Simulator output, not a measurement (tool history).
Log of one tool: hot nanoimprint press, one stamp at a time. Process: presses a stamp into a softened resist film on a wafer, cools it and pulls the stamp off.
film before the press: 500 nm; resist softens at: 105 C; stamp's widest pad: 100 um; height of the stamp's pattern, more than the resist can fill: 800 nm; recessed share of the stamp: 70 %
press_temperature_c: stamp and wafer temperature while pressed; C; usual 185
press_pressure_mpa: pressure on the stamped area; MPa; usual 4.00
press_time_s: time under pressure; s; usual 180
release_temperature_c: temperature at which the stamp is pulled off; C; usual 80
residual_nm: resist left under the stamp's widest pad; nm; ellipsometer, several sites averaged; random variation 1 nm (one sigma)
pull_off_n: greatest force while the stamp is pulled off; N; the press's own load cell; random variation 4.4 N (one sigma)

run   hour  press_temperature_c  press_pressure_mpa  press_time_s  release_temperature_c  residual_nm  pull_off_n
  1    0.0                  185                4.00           180                     80        271.2         296
  2   18.5                  185                4.00           180                     80        272.9         289
  3   31.7                  185                2.96           180                     80        301.5         291
  4   48.3                  185                4.00           180                     80        271.8         296
  5   70.7                  185                4.00           180                     78        272.3         324
  6   89.7                  185                4.00           180                     78        273.8         320
  7  102.1                  192                4.00           180                     80        224.5         300
  8  113.1                  192                4.00           180                     80        222.2         308
  9  135.7                  185                4.00           180                     80        273.3         308
 10  153.7                  185                4.00           180                     80        271.9         319
 11  176.6                  185                4.00           180                     80        273.0         324
 12  189.6                  185                4.00           180                     80        273.8         322
 13  211.8                  185                4.00           180                     80        274.7         329
 14  231.2                  185                4.00           180                     80        273.2         332
 15  244.4                  185                4.00           180                     68        273.6         431
 16  268.8                  181                4.00           116                     80        343.8         327
 17  290.3                  181                4.00           116                     80        345.2         340
 18  304.4                  181                5.72           201                     80        260.1         352
 19  327.9                  185                4.00           349                     80        213.7         353
 20  341.5                  185                4.48           234                     81        238.6         338
 21  356.5                  185                4.48           234                     81        239.3         349
 22  377.0                  192                2.89           166                     87        263.5         305
 23  390.8                  182                3.29           180                     80        318.0         366
 24  403.5                  185                2.41           223                     73        302.3         430
 25  423.0                  185                4.00           126                     77        311.1         398
 26  436.0                  185                4.00           126                     77        309.0         402
 27  456.9                  192                3.00           156                     83        267.4         358
 28  467.6                  194                3.91           156                     83        229.4         354
 29  483.4                  179                4.88           148                     74        321.9         435
 30  504.1                  179                4.88           148                     74        321.0         431

Forecast each of these 4 alternatives for the next run:
  A  522.7                  179                2.81           148                     74            ?           ?
  B  522.7                  185                5.82           120                     75            ?           ?
  C  522.7                  195                4.88           148                     87            ?           ?
  D  522.7                  179                3.06           167                     66            ?           ?

run  residual_nm  pull_off_n
  A        373.7         444
  B        280.2         444
  C        208.5         341
  D        354.0         517
Without the tool's hidden state the same runs would have given:
run  residual_nm  pull_off_n
  A        369.3         240
  B        274.6         241
  C        204.2         183
  D        349.3         279
